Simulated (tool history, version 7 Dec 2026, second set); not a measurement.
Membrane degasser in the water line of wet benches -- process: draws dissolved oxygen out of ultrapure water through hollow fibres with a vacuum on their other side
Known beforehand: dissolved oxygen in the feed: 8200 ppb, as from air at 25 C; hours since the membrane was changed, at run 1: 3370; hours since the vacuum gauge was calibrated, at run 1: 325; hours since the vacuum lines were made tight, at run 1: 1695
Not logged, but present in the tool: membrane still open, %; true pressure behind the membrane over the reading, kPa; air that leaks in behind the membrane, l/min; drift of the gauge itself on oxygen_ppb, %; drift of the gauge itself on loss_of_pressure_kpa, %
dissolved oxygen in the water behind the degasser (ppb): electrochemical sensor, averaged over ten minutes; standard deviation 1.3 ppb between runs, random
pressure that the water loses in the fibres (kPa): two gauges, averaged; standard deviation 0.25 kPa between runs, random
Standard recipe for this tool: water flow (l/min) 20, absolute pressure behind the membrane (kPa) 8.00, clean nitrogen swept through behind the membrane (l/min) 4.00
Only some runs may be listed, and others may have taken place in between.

| run | hour | water flow (l/min) | absolute pressure behind the membrane (kPa) | clean nitrogen swept through behind the membrane (l/min) | hours since the membrane was changed | hours since the vacuum gauge was calibrated | hours since the vacuum lines were made tight | dissolved oxygen in the water behind the degasser (ppb) | pressure that the water loses in the fibres (kPa) |
|---|---|---|---|---|---|---|---|---|---|
| 1 | 0.0 | 20 | 8.00 | 4.00 | 3370 | 325 | 1695 | 127.3 | 67.78 |
| 2 | 132.5 | 20 | 8.00 | 4.00 | 3502 | 458 | 1827 | 127.1 | 68.47 |
| 3 | 326.1 | 20 | 8.00 | 4.00 | 3696 | 652 | 2021 | 127.6 | 68.02 |
| 4 | 536.5 | 20 | 8.00 | 4.00 | 3907 | 862 | 2231 | 128.3 | 67.94 |
| 5 | 655.8 | 20 | 8.00 | 4.00 | 4026 | 981 | 2350 | 123.4 | 67.65 |
| 6 | 852.5 | 20 | 8.00 | 2.24 | 4223 | 1178 | 2547 | 171.2 | 68.60 |
| 7 | 1021.8 | 20 | 8.00 | 4.00 | 4392 | 1347 | 2716 | 129.3 | 68.92 |
| 8 | 1188.0 | 20 | 8.00 | 4.00 | 4558 | 1513 | 2883 | 128.2 | 68.71 |
| 9 | 1401.2 | 20 | 8.00 | 4.00 | 4771 | 1727 | 3096 | 127.2 | 68.70 |
| 10 | 1532.1 | 20 | 8.00 | 4.00 | 4902 | 1857 | 3227 | 129.9 | 68.48 |
| 11 | 1734.9 | 20 | 8.00 | 4.00 | 5105 | 2060 | 3429 | 129.4 | 68.29 |
| 12 | 1899.9 | 20 | 6.74 | 4.00 | 5270 | 2225 | 3594 | 114.5 | 68.57 |
| 13 | 2064.0 | 15 | 13.63 | 8.95 | 5434 | 2389 | 3759 | 65.4 | 51.34 |
| 14 | 2212.4 | 28 | 8.45 | 1.66 | 5582 | 2538 | 3907 | 405.0 | 96.03 |
| 15 | 2375.5 | 22 | 8.45 | 2.12 | 5746 | 2701 | 4070 | 228.4 | 75.44 |
| 16 | 2532.6 | 22 | 8.45 | 2.12 | 5903 | 2858 | 4227 | 229.0 | 75.39 |
| 17 | 2627.0 | 18 | 8.45 | 2.12 | 5997 | 2952 | 4322 | 154.1 | 62.10 |
| 18 | 2805.2 | 13 | 8.45 | 7.02 | 6175 | 3131 | 4500 | 34.7 | 44.79 |
| 19 | 2955.8 | 21 | 12.81 | 11.17 | 6326 | 3281 | 4650 | 130.3 | 72.40 |
| 20 | 3156.5 | 19 | 8.00 | 4.96 | 6527 | 3482 | 4851 | 104.7 | 65.75 |
| 21 | 3317.9 | 17 | 8.00 | 2.13 | 6688 | 3643 | 5012 | 130.6 | 58.56 |
| 22 | 3416.3 | 17 | 8.00 | 2.13 | 6786 | 3742 | 5111 | 129.9 | 58.62 |
|  | 3505.1 | vacuum gauge calibrated |
| 23 | 3590.6 | 14 | 15.17 | 2.21 | 6960 | 86 | 5285 | 195.9 | 48.18 |
| 24 | 3724.7 | 20 | 8.57 | 4.00 | 7094 | 220 | 5419 | 135.9 | 68.63 |

What if the next run were any one of these 3? Each begins from the tool's condition after run 24:
| A | 3858.7 | 19 | 6.54 | 7.58 | 7228 | 354 | 5553 | ? | ? |
| B | 3858.7 | 20 | 18.77 | 9.07 | 7228 | 354 | 5553 | ? | ? |
| C | 3858.7 | 30 | 8.57 | 4.00 | 7228 | 354 | 5553 | ? | ? |

| run | dissolved oxygen in the water behind the degasser (ppb) | pressure that the water loses in the fibres (kPa) |
|---|---|---|
| A | 79.4 | 65.24 |
| B | 158.6 | 68.83 |
| C | 366.2 | 103.18 |
What these runs would have given with no unlogged condition in the tool:
| run | dissolved oxygen in the water behind the degasser (ppb) | pressure that the water loses in the fibres (kPa) |
|---|---|---|
| A | 72.6 | 63.72 |
| B | 149.6 | 67.22 |
| C | 344.5 | 100.78 |
